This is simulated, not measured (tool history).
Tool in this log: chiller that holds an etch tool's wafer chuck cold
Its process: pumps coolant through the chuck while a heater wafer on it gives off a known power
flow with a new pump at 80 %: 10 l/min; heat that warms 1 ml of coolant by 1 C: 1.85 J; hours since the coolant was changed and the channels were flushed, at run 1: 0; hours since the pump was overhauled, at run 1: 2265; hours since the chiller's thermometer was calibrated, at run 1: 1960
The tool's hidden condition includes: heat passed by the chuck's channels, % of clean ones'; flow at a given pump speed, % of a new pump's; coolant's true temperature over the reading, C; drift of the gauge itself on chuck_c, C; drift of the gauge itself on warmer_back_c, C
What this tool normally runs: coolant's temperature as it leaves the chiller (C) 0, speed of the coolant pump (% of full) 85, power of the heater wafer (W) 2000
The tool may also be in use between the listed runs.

run	day	coolant's temperature as it leaves the chiller (C)	speed of the coolant pump (% of full)	power of the heater wafer (W)	hours since the coolant was changed and the channels were flushed	hours since the pump was overhauled	hours since the chiller's thermometer was calibrated	chuck's temperature once it has settled (C)	how much warmer the coolant comes back (C)
1	0	0	85	2000	0	2265	1960	14	6.75
# day 5.171: chiller's thermometer calibrated
2	8.012	0	85	2000	191	2456	68	14.5	6.81
3	12.904	0	85	2000	309	2573	186	14.4	6.88
4	20.229	-5	85	2000	485	2749	361	9.7	6.91
# day 23.379: chiller's thermometer calibrated, once more
5	28.117	-5	85	2000	673	2938	114	8.9	6.98
6	32.75	-5	85	2000	784	3049	225	8.9	7.03
7	39.262	-5	85	2000	940	3205	381	9.2	7.07
8	45.588	-5	85	2000	1092	3357	533	9.2	7.17
9	52.325	0	75	2000	1254	3518	695	15.6	8.2
10	56.062	0	85	2000	1344	3608	784	14.5	7.19
11	64.433	2	85	2000	1544	3809	985	16.8	7.28
12	69.183	2	85	2000	1658	3923	1099	16.8	7.34
13	73.767	0	85	2000	1768	4033	1209	14.8	7.33
14	78.675	-5	85	2000	1886	4151	1327	10.1	7.36
15	84.704	-5	85	2000	2031	4296	1472	10.3	7.5
16	93.092	0	85	2000	2232	4497	1673	15.3	7.57
17	99.454	-2	85	2000	2385	4650	1826	13.5	7.59
18	105.408	0	85	1451	2528	4792	1969	11.6	5.57
19	108.829	0	85	1451	2610	4875	2051	11.6	5.53
# day 109.85: chiller's thermometer calibrated
20	115.925	-7	68	1099	2779	5044	146	2.9	5.31
# day 122.883: coolant pump overhauled
21	124.546	-6	68	2572	2981	40	348	13.6	9.85
# day 129.8: coolant changed, channels flushed
22	132.25	-10	71	1240	59	219	527	-0.9	4.6
23	138.479	-10	71	1240	208	368	676	-0.9	4.58
24	144.596	5	73	3000	355	515	823	26.3	10.95
25	149.938	5	68	2005	483	643	951	20	7.89
26	158.421	-8	68	2005	687	847	1155	7.3	7.9
27	163.133	-8	68	2005	800	960	1268	7.5	8.01
28	169.617	-5	79	2156	956	1116	1423	10.2	7.43
29	174.942	7	85	1159	1083	1243	1551	15.2	3.79
30	178.733	5	95	2000	1174	1334	1642	17.8	5.74
31	183.562	2	85	2713	1290	1450	1758	20.6	8.82

Entry by entry between the runs, the difference in hidden state between the last listed run before and the first listed run after:
In the gap between runs 1 and 2: chiller's thermometer calibrated (day 5.171)
  heat passed by the chuck's channels, % of clean ones': 99.4 -> 98.9; flow at a given pump speed, % of a new pump's: 90.4 -> 89.6; coolant's true temperature over the reading, C: 0.58 -> 0.91
  the result without the hidden state subtracted from the measured one, chuck's temperature once it has settled (C): +1.4 -> +1.9; how much warmer the coolant comes back (C): +0.65 -> +0.7
In the gap between runs 4 and 5: chiller's thermometer calibrated, once more (day 23.379)
  heat passed by the chuck's channels, % of clean ones': 98.1 -> 97.6; flow at a given pump speed, % of a new pump's: 88.4 -> 87.5; coolant's true temperature over the reading, C: 0.99 -> 0.08
  the result without the hidden state subtracted from the measured one, chuck's temperature once it has settled (C): +2.1 -> +1.4; how much warmer the coolant comes back (C): +0.79 -> +0.87
In the gap between runs 19 and 20: chiller's thermometer calibrated (day 109.85)
  heat passed by the chuck's channels, % of clean ones': 92.5 -> 92.1; flow at a given pump speed, % of a new pump's: 79.3 -> 78.6; coolant's true temperature over the reading, C: 0.66 -> 0.12
  the result without the hidden state subtracted from the measured one, chuck's temperature once it has settled (C): +2.6 -> +1.9; how much warmer the coolant comes back (C): +1.15 -> +1.15
In the gap between runs 20 and 21: coolant pump overhauled (day 122.883)
  heat passed by the chuck's channels, % of clean ones': 92.1 -> 91.6; flow at a given pump speed, % of a new pump's: 78.6 -> 99.7; coolant's true temperature over the reading, C: 0.12 -> 0.18
  the result without the hidden state subtracted from the measured one, chuck's temperature once it has settled (C): +1.9 -> +1.3; how much warmer the coolant comes back (C): +1.15 -> +0.02
In the gap between runs 21 and 22: coolant changed, channels flushed (day 129.8)
  heat passed by the chuck's channels, % of clean ones': 91.6 -> 99.5; flow at a given pump speed, % of a new pump's: 99.7 -> 99; coolant's true temperature over the reading, C: 0.18 -> 0.23
  the result without the hidden state subtracted from the measured one, chuck's temperature once it has settled (C): +1.3 -> +0.3; how much warmer the coolant comes back (C): +0.02 -> +0.04
